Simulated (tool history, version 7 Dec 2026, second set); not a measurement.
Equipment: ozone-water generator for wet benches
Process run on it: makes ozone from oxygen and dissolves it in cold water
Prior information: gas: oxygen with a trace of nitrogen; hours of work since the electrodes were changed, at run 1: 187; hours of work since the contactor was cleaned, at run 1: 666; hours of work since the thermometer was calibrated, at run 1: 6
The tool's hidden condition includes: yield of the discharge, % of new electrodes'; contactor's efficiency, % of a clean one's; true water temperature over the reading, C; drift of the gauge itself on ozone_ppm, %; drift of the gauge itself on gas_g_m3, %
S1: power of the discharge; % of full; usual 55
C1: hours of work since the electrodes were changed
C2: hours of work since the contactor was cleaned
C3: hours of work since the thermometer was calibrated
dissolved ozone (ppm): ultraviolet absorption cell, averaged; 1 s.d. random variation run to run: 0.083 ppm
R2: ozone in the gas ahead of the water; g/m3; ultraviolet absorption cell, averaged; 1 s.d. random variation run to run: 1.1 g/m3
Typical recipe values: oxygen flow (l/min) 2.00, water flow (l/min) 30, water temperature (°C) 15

{"run": 1, "day": 0.0, "S1": 55, "oxygen flow (l/min)": 2.0, "water flow (l/min)": 30, "water temperature (°C)": 15, "C1": 187, "C2": 666, "C3": 6, "dissolved ozone (ppm)": 9.26, "R2": 198.5}
{"run": 2, "day": 2.379, "S1": 55, "oxygen flow (l/min)": 2.0, "water flow (l/min)": 30, "water temperature (°C)": 15, "C1": 232, "C2": 711, "C3": 51, "dissolved ozone (ppm)": 9.22, "R2": 201.6}
{"run": 3, "day": 4.721, "S1": 55, "oxygen flow (l/min)": 1.33, "water flow (l/min)": 30, "water temperature (°C)": 15, "C1": 277, "C2": 756, "C3": 96, "dissolved ozone (ppm)": 7.54, "R2": 235.2}
{"run": 4, "day": 6.067, "S1": 55, "oxygen flow (l/min)": 1.33, "water flow (l/min)": 30, "water temperature (°C)": 15, "C1": 302, "C2": 781, "C3": 121, "dissolved ozone (ppm)": 7.53, "R2": 235.8}
{"run": 5, "day": 7.588, "S1": 55, "oxygen flow (l/min)": 1.33, "water flow (l/min)": 30, "water temperature (°C)": 15, "C1": 331, "C2": 810, "C3": 150, "dissolved ozone (ppm)": 7.52, "R2": 234.4}
{"run": 6, "day": 9.567, "S1": 96, "oxygen flow (l/min)": 2.0, "water flow (l/min)": 30, "water temperature (°C)": 15, "C1": 369, "C2": 848, "C3": 188, "dissolved ozone (ppm)": 14.35, "R2": 315.9}
{"run": 7, "day": 11.808, "S1": 96, "oxygen flow (l/min)": 2.0, "water flow (l/min)": 30, "water temperature (°C)": 15, "C1": 412, "C2": 891, "C3": 231, "dissolved ozone (ppm)": 14.21, "R2": 313.6}
{"run": 8, "day": 14.05, "S1": 96, "oxygen flow (l/min)": 2.0, "water flow (l/min)": 30, "water temperature (°C)": 15, "C1": 455, "C2": 933, "C3": 274, "dissolved ozone (ppm)": 14.22, "R2": 313.5}
{"run": 9, "day": 16.408, "S1": 96, "oxygen flow (l/min)": 2.0, "water flow (l/min)": 30, "water temperature (°C)": 15, "C1": 500, "C2": 979, "C3": 319, "dissolved ozone (ppm)": 14.45, "R2": 313.6}
{"run": 10, "day": 19.438, "S1": 69, "oxygen flow (l/min)": 1.15, "water flow (l/min)": 38, "water temperature (°C)": 22, "C1": 557, "C2": 1036, "C3": 376, "dissolved ozone (ppm)": 6.45, "R2": 296.1}
{"run": 11, "day": 22.042, "S1": 93, "oxygen flow (l/min)": 1.56, "water flow (l/min)": 29, "water temperature (°C)": 8, "C1": 607, "C2": 1086, "C3": 426, "dissolved ozone (ppm)": 13.2, "R2": 329.8}
{"run": 12, "day": 25.142, "S1": 54, "oxygen flow (l/min)": 2.2, "water flow (l/min)": 37, "water temperature (°C)": 7, "C1": 666, "C2": 1145, "C3": 485, "dissolved ozone (ppm)": 7.78, "R2": 188.7}
{"run": 13, "day": 27.646, "S1": 54, "oxygen flow (l/min)": 1.23, "water flow (l/min)": 33, "water temperature (°C)": 7, "C1": 714, "C2": 1193, "C3": 533, "dissolved ozone (ppm)": 6.56, "R2": 235.7}
{"run": 14, "day": 30.229, "S1": 54, "oxygen flow (l/min)": 2.44, "water flow (l/min)": 33, "water temperature (°C)": 7, "C1": 763, "C2": 1242, "C3": 582, "dissolved ozone (ppm)": 9.26, "R2": 182.1}
{"run": 15, "day": 32.733, "S1": 46, "oxygen flow (l/min)": 2.0, "water flow (l/min)": 30, "water temperature (°C)": 8, "C1": 811, "C2": 1290, "C3": 630, "dissolved ozone (ppm)": 8.16, "R2": 173.1}
{"run": 16, "day": 35.683, "S1": 55, "oxygen flow (l/min)": 2.28, "water flow (l/min)": 30, "water temperature (°C)": 17, "C1": 867, "C2": 1346, "C3": 686, "dissolved ozone (ppm)": 9.43, "R2": 190.4}
{"run": 17, "day": 38.321, "S1": 48, "oxygen flow (l/min)": 2.0, "water flow (l/min)": 30, "water temperature (°C)": 7, "C1": 918, "C2": 1397, "C3": 737, "dissolved ozone (ppm)": 8.55, "R2": 178.6}
{"run": 18, "day": 41.079, "S1": 90, "oxygen flow (l/min)": 2.0, "water flow (l/min)": 30, "water temperature (°C)": 17, "C1": 970, "C2": 1449, "C3": 789, "dissolved ozone (ppm)": 13.2, "R2": 294.5}

Consider 5 possible next runs. They are alternatives, not a sequence: every one starts from the tool as it was left by run 18. What does each give?
{"run": "A", "day": 42.671, "S1": 73, "oxygen flow (l/min)": 1.58, "water flow (l/min)": 30, "water temperature (°C)": 18, "C1": 1001, "C2": 1479, "C3": 820, "dissolved ozone (ppm)": "?", "R2": "?"}
{"run": "B", "day": 42.671, "S1": 90, "oxygen flow (l/min)": 1.38, "water flow (l/min)": 30, "water temperature (°C)": 17, "C1": 1001, "C2": 1479, "C3": 820, "dissolved ozone (ppm)": "?", "R2": "?"}
{"run": "C", "day": 42.671, "S1": 44, "oxygen flow (l/min)": 1.39, "water flow (l/min)": 36, "water temperature (°C)": 15, "C1": 1001, "C2": 1479, "C3": 820, "dissolved ozone (ppm)": "?", "R2": "?"}
{"run": "D", "day": 42.671, "S1": 67, "oxygen flow (l/min)": 2.0, "water flow (l/min)": 45, "water temperature (°C)": 9, "C1": 1001, "C2": 1479, "C3": 820, "dissolved ozone (ppm)": "?", "R2": "?"}
{"run": "E", "day": 42.671, "S1": 55, "oxygen flow (l/min)": 2.0, "water flow (l/min)": 21, "water temperature (°C)": 15, "C1": 1001, "C2": 1479, "C3": 820, "dissolved ozone (ppm)": "?", "R2": "?"}

run=A dissolved_ozone_(ppm)=9.91 R2=268.9
run=B dissolved_ozone_(ppm)=11.13 R2=341.2
run=C dissolved_ozone_(ppm)=5.20 R2=192.3
run=D dissolved_ozone_(ppm)=6.96 R2=233.1
run=E dissolved_ozone_(ppm)=12.81 R2=200.5
Take away the tool's hidden state, keep each run's random variation, and the runs would have read:
run=A dissolved_ozone_(ppm)=10.10 R2=271.8
run=B dissolved_ozone_(ppm)=11.35 R2=345.4
run=C dissolved_ozone_(ppm)=5.28 R2=193.5
run=D dissolved_ozone_(ppm)=7.10 R2=235.4
run=E dissolved_ozone_(ppm)=13.00 R2=202.2
